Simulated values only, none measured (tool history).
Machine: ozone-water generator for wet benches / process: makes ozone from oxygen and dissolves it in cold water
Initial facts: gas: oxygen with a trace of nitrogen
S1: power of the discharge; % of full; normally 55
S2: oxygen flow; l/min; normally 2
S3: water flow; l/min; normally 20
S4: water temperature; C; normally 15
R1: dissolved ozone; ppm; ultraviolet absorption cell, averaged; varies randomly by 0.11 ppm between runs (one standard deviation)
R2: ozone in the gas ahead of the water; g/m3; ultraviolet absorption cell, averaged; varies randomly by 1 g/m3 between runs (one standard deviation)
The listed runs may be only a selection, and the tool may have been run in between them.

run      day  S1    S2  S3  S4   R1     R2
  1        0  55     2  20  15  7.5  171.1
  2    8.188  55     2  20  15  7.6  172.1
  3   14.721  55  1.33  20  15  5.9  193.4
  4   22.662  55     2  20  15  7.5    170
  5   30.008  55     2  20  15  7.4  170.3
  6   35.725  48     2  20  15  6.8  156.1
  7   44.354  48     2  20  15  6.9  154.9
  8   52.062  68     2  20  15  8.1  189.2
  9   59.388  68     2  20  15    8  188.4
      60.254  -- contactor cleaned
 10   66.567  68     2  20  15  8.1  187.1
 11   72.142  68     2  20  15  8.1  186.3
 12   77.271  68     2  20  15  8.2  184.9
 13   86.429  68     2  20  15  7.9  184.3
      90.925  -- contactor cleaned, once more
 14   95.112  68     2  20  15  8.2  180.5
 15  100.971  68     2  20  15  8.2  181.2
 16  108.567  47     2  20  11  6.8  151.3
 17  117.125  47     2  20  11  6.8  150.6
 18  121.533  54     2  19  15  7.5  160.9

What will run 19 give?
 19  127.454  54   2  19  15   ?   ?

R1: 7.5 ppm
R2: 159.5 g/m3
Minus the tool's unlogged condition, the same run would have read R1 8.8 ppm, R2 181.8 g/m3.
